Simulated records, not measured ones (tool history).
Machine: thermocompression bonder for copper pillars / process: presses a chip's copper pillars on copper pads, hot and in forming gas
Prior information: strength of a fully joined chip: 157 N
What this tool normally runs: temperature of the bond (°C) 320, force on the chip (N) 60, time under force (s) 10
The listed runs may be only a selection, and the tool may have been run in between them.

| run | day | temperature of the bond (°C) | force on the chip (N) | time under force (s) | force that shears a chip off (N) |
|---|---|---|---|---|---|
| 1 | 0 | 320 | 60 | 10 | 64.3 |
| 2 | 0.383 | 320 | 60 | 10 | 64.6 |
| 3 | 0.683 | 320 | 60 | 10 | 63 |
| 4 | 1.046 | 320 | 60 | 10 | 64.1 |
| 5 | 1.271 | 320 | 60 | 10 | 64.2 |
| 6 | 1.708 | 320 | 74 | 10 | 77.5 |
| 7 | 2.092 | 320 | 74 | 10 | 77.9 |
| 8 | 2.404 | 320 | 60 | 10 | 62.6 |
| 9 | 2.612 | 320 | 42 | 10 | 40.6 |
| 10 | 2.842 | 325 | 42 | 10 | 44.5 |
| 11 | 3.3 | 325 | 42 | 10 | 45.1 |
| 12 | 3.671 | 320 | 60 | 26 | 86.7 |
|  | 3.796 | heater calibrated with a thermocouple chip |
| 13 | 4.025 | 320 | 58 | 8 | 56.4 |
| 14 | 4.396 | 320 | 58 | 16 | 71.7 |
| 15 | 4.75 | 296 | 58 | 13 | 47.7 |
|  | 5 | heater calibrated with a thermocouple chip, once more |
| 16 | 5.162 | 296 | 58 | 13 | 45 |
| 17 | 5.462 | 296 | 64 | 13 | 49.4 |

Pick out some run-to-run changes in force that shears a chip off (N). Of each, how much would a tool without hidden state show as well, from the settings, what came in and chance, and how much is left for the hidden state and any gauge scatter not in both results compared?
Hidden state at play: true temperature of the bond over the reading, C; force that reaches the chip, % of what is set; oxide that the forming gas leaves, % of the face; drift of the gauge itself on shear_n, %.
Run 11 -> 12: temperature of the bond (°C) 325 -> 320, force on the chip (N) 42 -> 60, time under force (s) 10 -> 26. force that shears a chip off (N) +41.6: hidden state -2.2, all else +43.8.
Run 15 -> 16: heater calibrated with a thermocouple chip, once more. force that shears a chip off (N) -2.7: hidden state -3.4, all else +0.7.
